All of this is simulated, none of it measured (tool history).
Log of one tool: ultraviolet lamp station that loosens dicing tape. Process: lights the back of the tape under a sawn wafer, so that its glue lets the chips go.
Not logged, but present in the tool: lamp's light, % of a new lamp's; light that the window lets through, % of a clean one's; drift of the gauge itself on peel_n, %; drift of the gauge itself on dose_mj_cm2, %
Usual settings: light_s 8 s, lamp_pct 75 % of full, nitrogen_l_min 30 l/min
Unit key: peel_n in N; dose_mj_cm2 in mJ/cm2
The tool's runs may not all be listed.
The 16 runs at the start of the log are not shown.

run     day  light_s  lamp_pct  nitrogen_l_min  hours of work of the lamp  hours of work since the window was cleaned  peel_n  dose_mj_cm2
 17   9.958        8        75              30                        355                                          16   3.135          295
 18  10.488        8        75              41                        363                                          24   2.904          296
 19  11.279        8        75              41                        374                                          35   3.001          296
 20  11.954        7        75              37                        383                                          44   3.636          253
     12.450  -- window cleaned of glue's vapour, once more
 21  12.621        7        85              37                        392                                           2   2.164          377
 22  13.492       11        75              39                        405                                          15   1.117          512
 23  14.021       11        75              39                        412                                          22   1.198          516
 24  14.838       11        99              16                        424                                          34   1.203          665
 25  15.404       11        67              12                        431                                          42   2.761          442
 26  16.146       11        67              12                        442                                          52   2.879          440
 27  17.033        6        80              18                        454                                          64   3.983          280
 28  17.508        7        83              21                        461                                          71   3.089          350
 29  18.096        7        80              21                        469                                          79   3.289          324
 30  18.921       15        92              17                        481                                          91   0.813          792
 31  19.675       15        92              17                        491                                         102   0.837          775
 32  20.233       15        92              17                        499                                         109   0.877          773
 33  20.717       15        92              17                        506                                         116   0.837          769
 34  21.442       15        92              17                        516                                         126   0.892          755
 35  21.958       15        92              17                        524                                         134   0.876          756

Consider 4 possible next runs. They are alternatives, not a sequence: every one starts from the tool as it was left by run 35. What does each give?
  A  22.446        6        94              16                        530                                         141       ?            ?
  B  22.446       15        92              12                        530                                         141       ?            ?
  C  22.446        8       100              39                        530                                         141       ?            ?
  D  22.446        8        75              44                        530                                         141       ?            ?

run  peel_n  dose_mj_cm2
  A   3.924          310
  B   1.167          746
  C   1.585          433
  D   2.525          318
The same runs, with their run-to-run variation unchanged, on a tool lacking any hidden condition would have given:
run  peel_n  dose_mj_cm2
  A   2.469          444
  B   0.543         1072
  C   0.762          621
  D   1.354          458
